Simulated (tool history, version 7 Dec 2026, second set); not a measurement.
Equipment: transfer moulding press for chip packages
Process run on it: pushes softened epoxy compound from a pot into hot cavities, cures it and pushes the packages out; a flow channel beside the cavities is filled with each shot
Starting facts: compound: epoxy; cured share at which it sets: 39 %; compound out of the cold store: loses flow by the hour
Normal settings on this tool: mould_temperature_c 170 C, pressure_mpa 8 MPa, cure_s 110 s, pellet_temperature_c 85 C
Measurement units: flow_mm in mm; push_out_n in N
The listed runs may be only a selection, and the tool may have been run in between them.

| run | hour | mould_temperature_c | pressure_mpa | cure_s | pellet_temperature_c | incoming compound's hours out of the cold store | flow_mm | push_out_n |
|---|---|---|---|---|---|---|---|---|
| 1 | 0 | 170 | 8 | 110 | 85 | 39.9 | 593 | 272 |
| 2 | 35.5 | 170 | 8 | 110 | 85 | 27.1 | 622 | 372 |
| 3 | 58 | 170 | 8 | 110 | 85 | 37.8 | 595 | 414 |
| 4 | 87.4 | 170 | 8 | 110 | 85 | 41.1 | 583 | 449 |
|  | 110.8 | cavities cleaned with cleaning compound and waxed |
| 5 | 126.6 | 170 | 8 | 110 | 85 | 16.7 | 639 | 577 |
| 6 | 157.6 | 170 | 8 | 110 | 85 | 9 | 660 | 585 |
| 7 | 180.7 | 170 | 8 | 110 | 85 | 40.2 | 580 | 521 |
| 8 | 197.4 | 170 | 8 | 110 | 85 | 19.1 | 635 | 575 |
|  | 223.3 | cavities cleaned with cleaning compound and waxed, once more |
| 9 | 226.3 | 170 | 8 | 110 | 80 | 23.8 | 617 | 261 |
| 10 | 247.8 | 170 | 8 | 110 | 80 | 39.6 | 576 | 326 |
| 11 | 278.3 | 170 | 8 | 129 | 85 | 14.5 | 638 | 328 |
| 12 | 297 | 170 | 8 | 110 | 85 | 17.3 | 626 | 421 |
| 13 | 313.7 | 170 | 8 | 110 | 85 | 32.8 | 584 | 459 |
| 14 | 334.5 | 170 | 8 | 110 | 85 | 13.9 | 631 | 468 |
|  | 347.4 | cavities cleaned with cleaning compound and waxed |
|  | 361.2 | plunger's sealing rings changed |
| 15 | 376.5 | 165 | 6.53 | 120 | 90 | 21.1 | 611 | 396 |
| 16 | 413.4 | 169 | 6.53 | 120 | 90 | 18.2 | 597 | 381 |
| 17 | 436.2 | 165 | 8 | 122 | 81 | 28.1 | 648 | 512 |
| 18 | 465.1 | 172 | 6.31 | 114 | 84 | 43 | 520 | 404 |
|  | 472.9 | cavities cleaned with cleaning compound and waxed |
| 19 | 495.5 | 172 | 6.31 | 104 | 78 | 28.2 | 546 | 316 |
|  | 519.4 | mould's thermocouples calibrated |
| 20 | 537.3 | 172 | 6.31 | 133 | 78 | 46 | 510 | 322 |
| 21 | 554 | 172 | 6.31 | 133 | 77 | 45.4 | 512 | 352 |
| 22 | 589.6 | 172 | 6.31 | 133 | 77 | 20.2 | 562 | 386 |
|  | 597.6 | cavities cleaned with cleaning compound and waxed |
| 23 | 627 | 172 | 8.86 | 99 | 77 | 31.5 | 627 | 361 |
| 24 | 661.1 | 165 | 8 | 126 | 90 | 14.7 | 668 | 437 |
| 25 | 692.4 | 165 | 9.82 | 126 | 89 | 29.8 | 696 | 472 |
|  | 722 | cavities cleaned with cleaning compound and waxed |
| 26 | 724.1 | 165 | 9.82 | 126 | 89 | 21.8 | 708 | 260 |
| 27 | 762.9 | 165 | 9.82 | 126 | 89 | 38.8 | 665 | 356 |
| 28 | 780.1 | 165 | 9.82 | 126 | 89 | 27.5 | 695 | 415 |

A few steps of flow_mm between consecutive runs. Split each: what settings, incoming material and random variation would produce without the hidden state, and what is left over for the hidden state, along with gauge scatter present in only one of the two compared results (measured, and without hidden state):
The tool's hidden condition here consists of: true mould temperature over the reading, C; pressure that reaches the compound, % of what is set; grip of the stained cavities, % over clean ones'; drift of the gauge itself on flow_mm, %; drift of the gauge itself on push_out_n, %.
Run 6 -> 7: nothing adjusted, nothing logged. flow_mm -80 mm: hidden state +3, all else -83.
Run 10 -> 11: cure_s 110 -> 129, pellet_temperature_c 80 -> 85. flow_mm +62 mm: hidden state -6, all else +68.
Run 14 -> 15: mould_temperature_c 170 -> 165, pressure_mpa 8 -> 6.53, cure_s 110 -> 120, pellet_temperature_c 85 -> 90, cavities cleaned with cleaning compound and waxed, plunger's sealing rings changed. flow_mm -20 mm: hidden state +41, all else -61.
Run 17 -> 18: mould_temperature_c 165 -> 172, pressure_mpa 8 -> 6.31, cure_s 122 -> 114, pellet_temperature_c 81 -> 84. flow_mm -128 mm: hidden state -1, all else -127.
